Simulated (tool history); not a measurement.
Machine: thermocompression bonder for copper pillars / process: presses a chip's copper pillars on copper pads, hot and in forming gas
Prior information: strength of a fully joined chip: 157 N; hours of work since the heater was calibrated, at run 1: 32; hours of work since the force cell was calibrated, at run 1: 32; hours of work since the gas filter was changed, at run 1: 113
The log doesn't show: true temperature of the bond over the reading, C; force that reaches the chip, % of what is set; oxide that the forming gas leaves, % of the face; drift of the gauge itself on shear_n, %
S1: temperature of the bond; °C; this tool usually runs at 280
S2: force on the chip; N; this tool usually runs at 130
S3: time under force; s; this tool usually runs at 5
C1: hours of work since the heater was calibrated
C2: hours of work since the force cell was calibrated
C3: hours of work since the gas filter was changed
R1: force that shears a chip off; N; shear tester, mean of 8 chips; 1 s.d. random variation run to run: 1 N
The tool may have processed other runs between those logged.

run 1 hour=0.0 | S1=280 S2=130 S3=5 | C1=32 C2=32 C3=113 | R1=98.4
run 2 hour=26.2 | S1=280 S2=130 S3=5 | C1=52 C2=52 C3=133 | R1=97.4
run 3 hour=43.0 | S1=280 S2=130 S3=5 | C1=65 C2=65 C3=146 | R1=96.8
-- hour=58.2 forming gas filter changed
run 4 hour=60.8 | S1=280 S2=130 S3=5 | C1=78 C2=78 C3=2 | R1=107.3
run 5 hour=89.6 | S1=280 S2=130 S3=4 | C1=101 C2=101 C3=24 | R1=101.0
run 6 hour=119.1 | S1=280 S2=130 S3=5 | C1=123 C2=123 C3=47 | R1=105.6
run 7 hour=147.8 | S1=280 S2=130 S3=5 | C1=145 C2=145 C3=69 | R1=105.2
run 8 hour=180.8 | S1=280 S2=130 S3=5 | C1=171 C2=171 C3=94 | R1=101.4
run 9 hour=201.2 | S1=280 S2=130 S3=5 | C1=186 C2=186 C3=110 | R1=101.0
run 10 hour=219.8 | S1=280 S2=130 S3=5 | C1=201 C2=201 C3=124 | R1=101.2
run 11 hour=245.5 | S1=280 S2=130 S3=5 | C1=220 C2=220 C3=144 | R1=101.6
-- hour=264.8 forming gas filter changed
run 12 hour=268.7 | S1=280 S2=130 S3=5 | C1=238 C2=238 C3=3 | R1=110.6
run 13 hour=297.1 | S1=280 S2=153 S3=5 | C1=260 C2=260 C3=25 | R1=119.7
run 14 hour=313.2 | S1=280 S2=130 S3=4 | C1=272 C2=272 C3=37 | R1=103.4
run 15 hour=329.5 | S1=298 S2=130 S3=5 | C1=285 C2=285 C3=50 | R1=125.4
run 16 hour=350.4 | S1=298 S2=130 S3=5 | C1=301 C2=301 C3=66 | R1=125.4
run 17 hour=370.0 | S1=298 S2=130 S3=5 | C1=316 C2=316 C3=81 | R1=124.3
run 18 hour=387.5 | S1=280 S2=130 S3=13 | C1=329 C2=329 C3=94 | R1=126.1
run 19 hour=421.1 | S1=280 S2=130 S3=5 | C1=355 C2=355 C3=120 | R1=104.7
run 20 hour=451.1 | S1=284 S2=130 S3=5 | C1=378 C2=378 C3=143 | R1=109.4
-- hour=472.3 forming gas filter changed
run 21 hour=487.4 | S1=284 S2=95 S3=11 | C1=406 C2=406 C3=12 | R1=118.8
run 22 hour=503.7 | S1=284 S2=95 S3=11 | C1=418 C2=418 C3=24 | R1=117.6
run 23 hour=518.9 | S1=299 S2=113 S3=5 | C1=430 C2=430 C3=36 | R1=120.8
-- hour=522.9 force cell calibrated
run 24 hour=547.9 | S1=299 S2=113 S3=11 | C1=451 C2=19 C3=57 | R1=136.6
run 25 hour=568.2 | S1=283 S2=95 S3=6 | C1=467 C2=35 C3=73 | R1=96.8
run 26 hour=593.9 | S1=283 S2=84 S3=6 | C1=486 C2=55 C3=92 | R1=87.6
run 27 hour=612.8 | S1=287 S2=134 S3=5 | C1=501 C2=69 C3=107 | R1=117.6
-- hour=617.4 force cell calibrated, once more
run 28 hour=646.6 | S1=287 S2=134 S3=5 | C1=526 C2=22 C3=132 | R1=113.2
-- hour=680.6 forming gas filter changed
run 29 hour=683.2 | S1=287 S2=134 S3=5 | C1=554 C2=50 C3=2 | R1=127.4
run 30 hour=700.3 | S1=280 S2=176 S3=6 | C1=567 C2=63 C3=15 | R1=138.0
run 31 hour=722.0 | S1=257 S2=134 S3=15 | C1=583 C2=80 C3=32 | R1=121.5
run 32 hour=758.2 | S1=257 S2=134 S3=15 | C1=611 C2=108 C3=60 | R1=115.4
-- hour=791.4 heater calibrated with a thermocouple chip
run 33 hour=791.4 | S1=257 S2=134 S3=15 | C1=0 C2=132 C3=84 | R1=104.5
run 34 hour=809.2 | S1=257 S2=134 S3=15 | C1=14 C2=146 C3=97 | R1=105.2
run 35 hour=833.6 | S1=281 S2=194 S3=4 | C1=32 C2=164 C3=116 | R1=121.8
run 36 hour=856.0 | S1=275 S2=169 S3=15 | C1=50 C2=182 C3=133 | R1=129.6
run 37 hour=882.0 | S1=308 S2=169 S3=14 | C1=70 C2=202 C3=153 | R1=138.4
-- hour=889.2 forming gas filter changed
run 38 hour=918.5 | S1=308 S2=169 S3=14 | C1=97 C2=229 C3=23 | R1=153.7

A few steps of R1 between consecutive runs. Split each: what settings, incoming material and random variation would produce without the hidden state, and what is left over for the hidden state, along with gauge scatter present in only one of the two compared results (measured, and without hidden state):
Run 14 -> 15: S1 280 -> 298, S3 4 -> 5. R1 +22.0 N: hidden state -2.9, all else +24.9.
Run 24 -> 25: S1 299 -> 283, S2 113 -> 95, S3 11 -> 6. R1 -39.8 N: hidden state +4.9, all else -44.7.
Run 26 -> 27: S1 283 -> 287, S2 84 -> 134, S3 6 -> 5. R1 +30.0 N: hidden state -4.0, all else +34.0.
Run 28 -> 29: forming gas filter changed. R1 +14.2 N: hidden state +11.9, all else +2.3.
Run 32 -> 33: heater calibrated with a thermocouple chip. R1 -10.9 N: hidden state -11.8, all else +0.9.
Run 37 -> 38: forming gas filter changed. R1 +15.3 N: hidden state +14.0, all else +1.3.

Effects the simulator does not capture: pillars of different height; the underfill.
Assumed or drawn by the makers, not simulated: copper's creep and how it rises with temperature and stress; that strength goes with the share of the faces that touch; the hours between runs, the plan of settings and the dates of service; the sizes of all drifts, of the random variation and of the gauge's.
